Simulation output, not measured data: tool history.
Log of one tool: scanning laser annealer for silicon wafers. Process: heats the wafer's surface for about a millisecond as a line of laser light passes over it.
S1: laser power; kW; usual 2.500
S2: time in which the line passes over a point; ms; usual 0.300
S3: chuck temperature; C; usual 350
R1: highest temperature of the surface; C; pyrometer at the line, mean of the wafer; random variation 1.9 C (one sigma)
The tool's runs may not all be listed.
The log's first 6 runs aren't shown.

| run | hour | S1 | S2 | S3 | R1 |
|---|---|---|---|---|---|
| 7 | 69.3 | 2.500 | 0.300 | 322 | 1138 |
| 8 | 77.7 | 2.500 | 0.300 | 328 | 1144 |
| 9 | 94.4 | 2.500 | 0.300 | 328 | 1142 |
| 10 | 110.6 | 2.500 | 0.300 | 328 | 1142 |
| 11 | 121.4 | 2.500 | 0.300 | 363 | 1178 |
| 12 | 137.9 | 2.500 | 0.300 | 363 | 1178 |
| 13 | 152.3 | 2.551 | 0.300 | 350 | 1186 |
| 14 | 167.3 | 2.551 | 0.300 | 350 | 1181 |
| 15 | 179.0 | 2.551 | 0.300 | 350 | 1182 |
| 16 | 191.4 | 2.500 | 0.300 | 350 | 1160 |
| 17 | 211.1 | 2.503 | 0.300 | 350 | 1163 |
| 18 | 224.6 | 2.500 | 0.300 | 350 | 1159 |
| 19 | 233.2 | 2.459 | 0.338 | 363 | 1194 |
| 20 | 244.7 | 2.163 | 0.300 | 364 | 1030 |
| 21 | 253.3 | 2.328 | 0.235 | 311 | 973 |
| 22 | 267.5 | 2.500 | 0.342 | 350 | 1199 |
| 23 | 281.1 | 2.355 | 0.221 | 323 | 975 |
| 24 | 295.8 | 2.279 | 0.232 | 341 | 979 |
| 25 | 304.1 | 2.279 | 0.232 | 341 | 977 |
| 26 | 322.7 | 2.279 | 0.232 | 341 | 979 |
| 27 | 340.4 | 2.614 | 0.300 | 348 | 1199 |
| 28 | 354.3 | 2.614 | 0.300 | 348 | 1197 |
| 29 | 372.2 | 2.531 | 0.340 | 350 | 1206 |
| 30 | 382.6 | 2.532 | 0.251 | 376 | 1130 |
| 31 | 391.5 | 2.237 | 0.300 | 367 | 1054 |

Forecast run 32:
| 32 | 408.9 | 2.237 | 0.300 | 367 | ? |

Run 32 gave R1 1058 C.
Without the tool's hidden state the same run would have given R1 1101 C.
